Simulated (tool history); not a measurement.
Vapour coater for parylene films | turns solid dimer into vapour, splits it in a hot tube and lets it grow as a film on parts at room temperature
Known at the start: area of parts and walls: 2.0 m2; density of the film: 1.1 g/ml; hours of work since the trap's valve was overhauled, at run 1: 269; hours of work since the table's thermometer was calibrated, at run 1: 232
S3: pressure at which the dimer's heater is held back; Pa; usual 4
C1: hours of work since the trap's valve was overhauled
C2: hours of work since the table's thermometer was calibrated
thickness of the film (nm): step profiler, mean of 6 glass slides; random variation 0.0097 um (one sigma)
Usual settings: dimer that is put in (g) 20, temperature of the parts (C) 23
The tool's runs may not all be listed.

run 1 hour=0 | dimer_that_is_put_in_(g)=20 temperature_of_the_parts_(C)=23 S3=4 | C1=269 C2=232 | thickness_of_the_film_(nm)=4161
run 2 hour=14.6 | dimer_that_is_put_in_(g)=20 temperature_of_the_parts_(C)=23 S3=4 | C1=276 C2=239 | thickness_of_the_film_(nm)=4163
run 3 hour=29 | dimer_that_is_put_in_(g)=31 temperature_of_the_parts_(C)=23 S3=4 | C1=283 C2=246 | thickness_of_the_film_(nm)=6431
run 4 hour=49.2 | dimer_that_is_put_in_(g)=20 temperature_of_the_parts_(C)=23 S3=4 | C1=292 C2=255 | thickness_of_the_film_(nm)=4147
run 5 hour=62.2 | dimer_that_is_put_in_(g)=20 temperature_of_the_parts_(C)=23 S3=4 | C1=298 C2=261 | thickness_of_the_film_(nm)=4160
run 6 hour=73.8 | dimer_that_is_put_in_(g)=20 temperature_of_the_parts_(C)=23 S3=4 | C1=304 C2=266 | thickness_of_the_film_(nm)=4157
run 7 hour=85.4 | dimer_that_is_put_in_(g)=20 temperature_of_the_parts_(C)=23 S3=4 | C1=309 C2=272 | thickness_of_the_film_(nm)=4124
-- hour=87.9 table's thermometer calibrated
run 8 hour=103.8 | dimer_that_is_put_in_(g)=20 temperature_of_the_parts_(C)=23 S3=4 | C1=317 C2=7 | thickness_of_the_film_(nm)=4160
run 9 hour=123.7 | dimer_that_is_put_in_(g)=20 temperature_of_the_parts_(C)=23 S3=4 | C1=326 C2=16 | thickness_of_the_film_(nm)=4150
-- hour=139.8 table's thermometer calibrated, once more
run 10 hour=144.6 | dimer_that_is_put_in_(g)=32 temperature_of_the_parts_(C)=23 S3=3.81 | C1=335 C2=2 | thickness_of_the_film_(nm)=6638
run 11 hour=158.9 | dimer_that_is_put_in_(g)=32 temperature_of_the_parts_(C)=23 S3=3.81 | C1=342 C2=9 | thickness_of_the_film_(nm)=6620
run 12 hour=176.2 | dimer_that_is_put_in_(g)=32 temperature_of_the_parts_(C)=27 S3=2.98 | C1=350 C2=17 | thickness_of_the_film_(nm)=6014
-- hour=187.1 trap's valve overhauled
run 13 hour=195.2 | dimer_that_is_put_in_(g)=20 temperature_of_the_parts_(C)=24 S3=5.82 | C1=4 C2=24 | thickness_of_the_film_(nm)=4103
run 14 hour=210.5 | dimer_that_is_put_in_(g)=20 temperature_of_the_parts_(C)=24 S3=5.82 | C1=11 C2=31 | thickness_of_the_film_(nm)=4082
run 15 hour=226.8 | dimer_that_is_put_in_(g)=19 temperature_of_the_parts_(C)=17 S3=4 | C1=18 C2=38 | thickness_of_the_film_(nm)=4867

The next listed run, before its measurement:
run 16 hour=235.6 | dimer_that_is_put_in_(g)=19 temperature_of_the_parts_(C)=24 S3=6.97 | C1=22 C2=42 | thickness_of_the_film_(nm)=?

{"run 16": {"thickness of the film (nm)": 3840}}
Without the tool's hidden state the same run would have given thickness of the film (nm) 3849.
